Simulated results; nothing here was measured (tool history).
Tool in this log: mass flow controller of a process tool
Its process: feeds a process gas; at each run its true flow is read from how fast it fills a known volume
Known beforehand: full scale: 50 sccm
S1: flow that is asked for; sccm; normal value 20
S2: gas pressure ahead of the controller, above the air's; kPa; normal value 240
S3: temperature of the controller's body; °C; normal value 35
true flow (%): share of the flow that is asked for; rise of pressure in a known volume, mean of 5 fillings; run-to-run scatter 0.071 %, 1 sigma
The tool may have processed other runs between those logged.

Run 1, hour 0.0: usual settings. Result: true flow (%) 100.77.
Run 2, hour 65.1: usual settings. Result: true flow (%) 100.80.
Run 3, hour 107.6: usual settings. Result: true flow (%) 100.77.
Run 4, hour 164.4: usual settings. Result: true flow (%) 100.86.
Run 5, hour 246.7: usual settings. Result: true flow (%) 100.82.
Run 6, hour 302.4: usual settings but S1 9 sccm. Result: true flow (%) 101.82.
Run 7, hour 352.6: usual settings but S1 45 sccm. Result: true flow (%) 100.82.
Run 8, hour 398.0: usual settings but S2 150 kPa. Result: true flow (%) 100.50.
Run 9, hour 454.8: usual settings but S2 150 kPa. Result: true flow (%) 100.51.
Run 10, hour 533.0: usual settings but S2 150 kPa. Result: true flow (%) 100.54.
Run 11, hour 617.4: usual settings. Result: true flow (%) 100.88.
Run 12, hour 692.2: usual settings. Result: true flow (%) 101.01.
Run 13, hour 768.6: usual settings. Result: true flow (%) 101.03.
Run 14, hour 816.3: usual settings. Result: true flow (%) 101.23.
Run 15, hour 879.2: usual settings. Result: true flow (%) 101.15.
Run 16, hour 914.9: usual settings. Result: true flow (%) 101.16.
Run 17, hour 984.3: usual settings. Result: true flow (%) 101.08.
At hour 992.4: controller's zero set anew.
Run 18, hour 1064.4: usual settings. Result: true flow (%) 101.99.
Run 19, hour 1103.0: usual settings. Result: true flow (%) 101.96.
Run 20, hour 1140.9: usual settings. Result: true flow (%) 101.95.
Run 21, hour 1215.9: usual settings. Result: true flow (%) 102.16.
Run 22, hour 1270.6: usual settings. Result: true flow (%) 102.07.
Run 23, hour 1339.3: usual settings but S3 21 °C. Result: true flow (%) 101.42.
Run 24, hour 1423.9: usual settings but S3 21 °C. Result: true flow (%) 101.46.
Run 25, hour 1459.3: usual settings but S3 21 °C. Result: true flow (%) 101.45.
At hour 1478.8: controller's zero set anew, once more.
Run 26, hour 1537.3: usual settings but S1 39 sccm, S2 221 kPa. Result: true flow (%) 100.14.
Run 27, hour 1589.1: usual settings but S1 39 sccm, S2 221 kPa. Result: true flow (%) 100.10.
Run 28, hour 1647.2: usual settings but S1 39 sccm, S2 221 kPa. Result: true flow (%) 100.11.
Run 29, hour 1711.5: usual settings but S1 17 sccm, S2 169 kPa, S3 25 °C. Result: true flow (%) 99.31.
Run 30, hour 1774.5: usual settings but S3 22 °C. Result: true flow (%) 99.37.
Run 31, hour 1836.3: usual settings but S3 22 °C. Result: true flow (%) 99.40.
Run 32, hour 1887.4: usual settings but S1 11 sccm. Result: true flow (%) 100.04.
Run 33, hour 1960.5: usual settings but S1 11 sccm. Result: true flow (%) 100.09.
Run 34, hour 2037.4: usual settings but S1 11 sccm. Result: true flow (%) 100.14.
Run 35, hour 2105.5: usual settings but S1 11 sccm. Result: true flow (%) 100.11.
Run 36, hour 2140.1: usual settings but S1 7 sccm, S2 232 kPa, S3 26 °C. Result: true flow (%) 99.97.
Run 37, hour 2181.2: usual settings but S1 34 sccm, S2 220 kPa, S3 26 °C. Result: true flow (%) 99.82.
Run 38, hour 2237.3: usual settings but S1 8 sccm, S2 181 kPa, S3 28 °C. Result: true flow (%) 99.77.
Run 39, hour 2275.9: usual settings but S1 25 sccm, S2 181 kPa, S3 40 °C. Result: true flow (%) 100.11.
Run 40, hour 2351.7: usual settings but S1 25 sccm, S2 181 kPa, S3 40 °C. Result: true flow (%) 100.14.
Run 41, hour 2426.2: usual settings but S1 8 sccm, S2 188 kPa, S3 33 °C. Result: true flow (%) 100.29.
Run 42, hour 2491.8: usual settings but S1 8 sccm, S2 188 kPa, S3 33 °C. Result: true flow (%) 100.27.
Run 43, hour 2548.3: usual settings but S1 8 sccm, S2 220 kPa, S3 33 °C. Result: true flow (%) 100.52.
Run 44, hour 2590.5: usual settings but S1 8 sccm, S2 216 kPa, S3 26 °C. Result: true flow (%) 100.22.
Run 45, hour 2637.6: usual settings but S2 218 kPa, S3 24 °C. Result: true flow (%) 99.66.
Run 46, hour 2698.7: usual settings but S3 27 °C. Result: true flow (%) 99.90.
Run 47, hour 2780.4: usual settings but S1 29 sccm. Result: true flow (%) 100.27.
Run 48, hour 2828.1: usual settings but S1 12 sccm, S2 196 kPa, S3 29 °C. Result: true flow (%) 100.18.
Run 49, hour 2896.9: usual settings but S1 10 sccm, S3 28 °C. Result: true flow (%) 100.34.

Each run again, without the hidden state but with its own random variation kept:
Hidden conditions of the tool in this case: flow at rest that the sensor doesn't see, % of full scale; true flow over the shown one, %; drift of the gauge itself on true_pct, %.
run  true flow (%)
  1         100.15
  2         100.16
  3         100.12
  4         100.19
  5         100.11
  6          99.97
  7         100.61
  8          99.75
  9          99.74
 10          99.74
 11         100.06
 12         100.16
 13         100.16
 14         100.33
 15         100.23
 16         100.23
 17         100.13
 18         100.23
 19         100.18
 20         100.16
 21         100.34
 22         100.24
 23          99.57
 24          99.57
 25          99.55
 26         100.42
 27         100.38
 28         100.37
 29          99.50
 30          99.56
 31          99.57
 32         100.04
 33         100.03
 34         100.03
 35          99.96
 36          99.51
 37          99.99
 38          99.31
 39         100.20
 40         100.21
 41          99.67
 42          99.59
 43          99.78
 44          99.45
 45          99.57
 46          99.79
 47         100.30
 48          99.65
 49          99.56
